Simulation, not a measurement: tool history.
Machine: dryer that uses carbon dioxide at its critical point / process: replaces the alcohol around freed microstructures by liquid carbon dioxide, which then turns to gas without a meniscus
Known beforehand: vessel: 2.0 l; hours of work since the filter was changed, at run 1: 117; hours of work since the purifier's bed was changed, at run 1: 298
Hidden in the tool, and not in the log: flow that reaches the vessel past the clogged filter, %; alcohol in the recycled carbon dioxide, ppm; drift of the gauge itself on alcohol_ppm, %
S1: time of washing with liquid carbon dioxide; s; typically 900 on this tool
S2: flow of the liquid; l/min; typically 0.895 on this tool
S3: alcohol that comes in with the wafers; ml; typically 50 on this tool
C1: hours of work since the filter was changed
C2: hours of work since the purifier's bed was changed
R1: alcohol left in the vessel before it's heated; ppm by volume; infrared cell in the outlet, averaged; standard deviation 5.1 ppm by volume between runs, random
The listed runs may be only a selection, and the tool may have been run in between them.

run	hour	S1	S2	S3	C1	C2	R1
1	0.0	900	0.895	50	117	298	122
2	26.4	780	0.895	50	137	318	229
3	48.2	780	0.895	50	153	334	245
4	60.8	780	0.895	50	163	344	256
5	80.3	780	0.906	50	177	358	251
6	95.1	780	0.906	50	188	369	251
7	113.4	900	0.895	50	202	383	145
8	128.9	900	0.895	50	214	395	147
9	148.1	900	0.895	50	228	409	154
10	159.8	900	0.895	50	237	418	153
11	178.3	900	0.895	50	251	432	158
12	194.2	900	0.895	50	263	444	164
13	207.6	900	0.895	50	273	454	168
14	231.6	900	0.895	50	291	472	179
# hour 243.9: inlet filter changed
15	251.3	540	1.088	80	6	486	642
16	275.6	900	1.088	104	24	504	85
17	301.2	960	0.798	47	43	523	133
18	319.8	960	1.349	28	57	537	44
19	332.2	1020	1.056	88	66	546	59
20	347.4	960	0.638	87	78	558	610
21	365.5	960	0.638	43	91	571	311
22	387.2	840	0.681	41	107	587	426
23	412.2	840	0.681	41	126	606	426
24	423.3	600	1.427	21	135	615	76
25	443.3	600	1.427	21	149	629	78
26	459.7	1200	0.587	108	162	642	460

Alternative continuations, all from the tool just after run 26; predict every row:
A	481.0	660	0.583	22	178	658	?
B	481.0	900	0.587	114	178	658	?
C	481.0	600	0.587	108	178	658	?
D	481.0	960	0.842	73	178	658	?
E	481.0	1200	0.679	108	178	658	?

run	R1
A	841
B	1548
C	4858
D	208
E	250
What these runs would have given with no unlogged condition in the tool:
run	R1
A	641
B	1105
C	3904
D	111
E	133
